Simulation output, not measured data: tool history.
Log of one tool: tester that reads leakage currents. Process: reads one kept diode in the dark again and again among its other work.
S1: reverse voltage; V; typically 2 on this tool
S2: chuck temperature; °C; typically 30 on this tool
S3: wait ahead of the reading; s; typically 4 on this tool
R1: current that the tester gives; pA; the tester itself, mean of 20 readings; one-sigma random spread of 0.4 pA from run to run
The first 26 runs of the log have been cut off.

Run 27, hour 4785.9: usual settings but S1 14.89 V, S2 40 °C, S3 5.42 s. Result: R1 511.75 pA.
Run 28, hour 4930.3: usual settings but S1 14.89 V, S2 52 °C, S3 6.51 s. Result: R1 1088.32 pA.
Run 29, hour 5161.2: usual settings but S1 19.5 V, S2 34 °C. Result: R1 372.17 pA.
At hour 5212.1: chuck's temperature calibrated.
Run 30, hour 5361.6: usual settings but S1 5.15 V, S2 34 °C. Result: R1 246.28 pA.
Run 31, hour 5553.1: usual settings but S1 1 V, S2 27 °C, S3 1.45 s. Result: R1 82.5 pA.
Run 32, hour 5737.6: usual settings but S1 1 V, S2 27 °C, S3 1.45 s. Result: R1 81.7 pA.
Run 33, hour 5998.5: usual settings but S1 4.7 V, S2 58 °C, S3 2.46 s. Result: R1 1045.35 pA.
Run 34, hour 6144.6: usual settings but S1 4.7 V, S2 58 °C, S3 2.46 s. Result: R1 1045.6 pA.
Run 35, hour 6352.6: usual settings but S1 15.45 V, S2 58 °C, S3 8.87 s. Result: R1 1588.03 pA.
Run 36, hour 6525.5: usual settings but S1 15.45 V, S2 58 °C, S3 8.87 s. Result: R1 1571.6 pA.
At hour 6635.6: chuck's temperature calibrated.
Run 37, hour 6759.3: usual settings but S1 15.45 V, S2 58 °C, S3 8.87 s. Result: R1 1676.83 pA.
Run 38, hour 6970: usual settings but S1 5.29 V, S2 26 °C, S3 2.52 s. Result: R1 143.24 pA.

5 ways to go on from here, each from the tool as it stands after run 38. What would each give?
Run A, hour 7164: usual settings but S1 6.28 V, S3 5.99 s. Result: R1 ?.
Run B, hour 7164: usual settings but S1 9.71 V, S2 26 °C, S3 0.42 s. Result: R1 ?.
Run C, hour 7164: usual settings but S1 4.56 V, S2 26 °C, S3 2.52 s. Result: R1 ?.
Run D, hour 7164: usual settings but S1 5.29 V, S2 22 °C, S3 2.52 s. Result: R1 ?.
Run E, hour 7164: usual settings but S2 43 °C, S3 1.14 s. Result: R1 ?.

run      R1
  A  197.49
  B  180.61
  C  133.74
  D  105.54
  E  312.59
Stripped of hidden state, with their random variation kept, the same runs would have yielded:
run      R1
  A   201.1
  B  182.24
  C  136.13
  D  106.81
  E  320.91
